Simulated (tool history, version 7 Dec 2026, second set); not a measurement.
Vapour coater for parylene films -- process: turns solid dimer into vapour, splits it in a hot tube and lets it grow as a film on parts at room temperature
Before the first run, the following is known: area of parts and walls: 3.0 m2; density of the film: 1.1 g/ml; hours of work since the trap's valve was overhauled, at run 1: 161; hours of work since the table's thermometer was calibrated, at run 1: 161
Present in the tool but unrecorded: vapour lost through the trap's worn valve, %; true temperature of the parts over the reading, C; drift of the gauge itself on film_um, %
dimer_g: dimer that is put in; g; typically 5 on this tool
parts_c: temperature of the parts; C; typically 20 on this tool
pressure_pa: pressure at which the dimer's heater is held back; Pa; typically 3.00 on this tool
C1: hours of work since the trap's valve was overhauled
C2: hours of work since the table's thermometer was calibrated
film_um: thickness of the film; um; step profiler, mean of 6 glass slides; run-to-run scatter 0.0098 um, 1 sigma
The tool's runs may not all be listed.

Run 1, day 0.000: usual settings; C1 161; C2 161. Result: film_um 0.969 um.
Run 2, day 1.004: usual settings but pressure_pa 3.53 Pa; C1 172; C2 172. Result: film_um 0.925 um.
Run 3, day 1.738: usual settings but pressure_pa 3.53 Pa; C1 179; C2 179. Result: film_um 0.935 um.
Run 4, day 2.542: usual settings but pressure_pa 3.53 Pa; C1 188; C2 188. Result: film_um 0.943 um.
Run 5, day 3.188: usual settings; C1 195; C2 195. Result: film_um 0.961 um.
Run 6, day 4.308: usual settings but parts_c 24 C; C1 206; C2 206. Result: film_um 0.868 um.
Run 7, day 5.208: usual settings; C1 216; C2 216. Result: film_um 0.962 um.
Run 8, day 6.088: usual settings but pressure_pa 7.25 Pa; C1 225; C2 225. Result: film_um 0.811 um.
Run 9, day 6.900: usual settings but pressure_pa 7.25 Pa; C1 234; C2 234. Result: film_um 0.807 um.
Run 10, day 7.796: usual settings; C1 243; C2 243. Result: film_um 0.949 um.
Run 11, day 8.708: usual settings; C1 253; C2 253. Result: film_um 0.946 um.
Run 12, day 9.746: usual settings but pressure_pa 2.06 Pa; C1 264; C2 264. Result: film_um 1.017 um.
Run 13, day 10.796: usual settings but pressure_pa 2.06 Pa; C1 275; C2 275. Result: film_um 1.010 um.
Run 14, day 11.338: usual settings but pressure_pa 2.06 Pa; C1 281; C2 281. Result: film_um 1.020 um.
At day 11.579: trap's valve overhauled.
Run 15, day 12.604: usual settings but pressure_pa 2.06 Pa; C1 11; C2 292. Result: film_um 0.974 um.
Run 16, day 13.608: usual settings but dimer_g 7 g, parts_c 17 C, pressure_pa 8.43 Pa; C1 21; C2 303. Result: film_um 1.125 um.
At day 14.033: trap's valve overhauled, once more.
Run 17, day 14.454: usual settings but dimer_g 4 g, parts_c 30 C, pressure_pa 5.04 Pa; C1 4; C2 310. Result: film_um 0.569 um.
Run 18, day 15.350: usual settings but dimer_g 4 g, parts_c 30 C, pressure_pa 5.04 Pa; C1 14; C2 319. Result: film_um 0.556 um.
Run 19, day 16.350: usual settings but parts_c 21 C, pressure_pa 3.39 Pa; C1 24; C2 330. Result: film_um 0.957 um.
Run 20, day 17.017: usual settings but parts_c 21 C, pressure_pa 3.39 Pa; C1 31; C2 337. Result: film_um 0.943 um.
Run 21, day 17.475: usual settings but parts_c 27 C, pressure_pa 2.86 Pa; C1 36; C2 342. Result: film_um 0.843 um.
Run 22, day 18.579: usual settings but dimer_g 3 g, parts_c 30 C, pressure_pa 10.18 Pa; C1 48; C2 353. Result: film_um 0.370 um.
Run 23, day 19.242: usual settings but parts_c 18 C; C1 55; C2 360. Result: film_um 1.026 um.
Run 24, day 20.167: usual settings but parts_c 18 C; C1 65; C2 370. Result: film_um 1.029 um.
Run 25, day 21.192: usual settings but parts_c 14 C, pressure_pa 2.59 Pa; C1 76; C2 381. Result: film_um 1.174 um.
Run 26, day 22.004: usual settings but dimer_g 7 g, parts_c 23 C; C1 84; C2 390. Result: film_um 1.285 um.
Run 27, day 22.571: usual settings but dimer_g 7 g, parts_c 23 C; C1 90; C2 396. Result: film_um 1.292 um.
Run 28, day 23.588: usual settings but dimer_g 6 g, parts_c 28 C, pressure_pa 10.21 Pa; C1 101; C2 406. Result: film_um 0.778 um.
Run 29, day 24.492: usual settings but dimer_g 3 g, parts_c 28 C, pressure_pa 10.21 Pa; C1 110; C2 416. Result: film_um 0.377 um.

Forecast each of these 4 alternatives for the next run:
Run A, day 25.108: usual settings but pressure_pa 5.16 Pa; C1 117; C2 422. Result: film_um ?.
Run B, day 25.108: usual settings but dimer_g 3 g, parts_c 28 C, pressure_pa 7.42 Pa; C1 117; C2 422. Result: film_um ?.
Run C, day 25.108: usual settings but dimer_g 7 g, parts_c 15 C, pressure_pa 3.12 Pa; C1 117; C2 422. Result: film_um ?.
Run D, day 25.108: usual settings but parts_c 18 C, pressure_pa 2.04 Pa; C1 117; C2 422. Result: film_um ?.

run  film_um
  A    0.892
  B    0.409
  C    1.545
  D    1.113
The same runs, with their run-to-run variation unchanged, on a tool lacking any hidden condition would have given:
run  film_um
  A    0.907
  B    0.416
  C    1.571
  D    1.131

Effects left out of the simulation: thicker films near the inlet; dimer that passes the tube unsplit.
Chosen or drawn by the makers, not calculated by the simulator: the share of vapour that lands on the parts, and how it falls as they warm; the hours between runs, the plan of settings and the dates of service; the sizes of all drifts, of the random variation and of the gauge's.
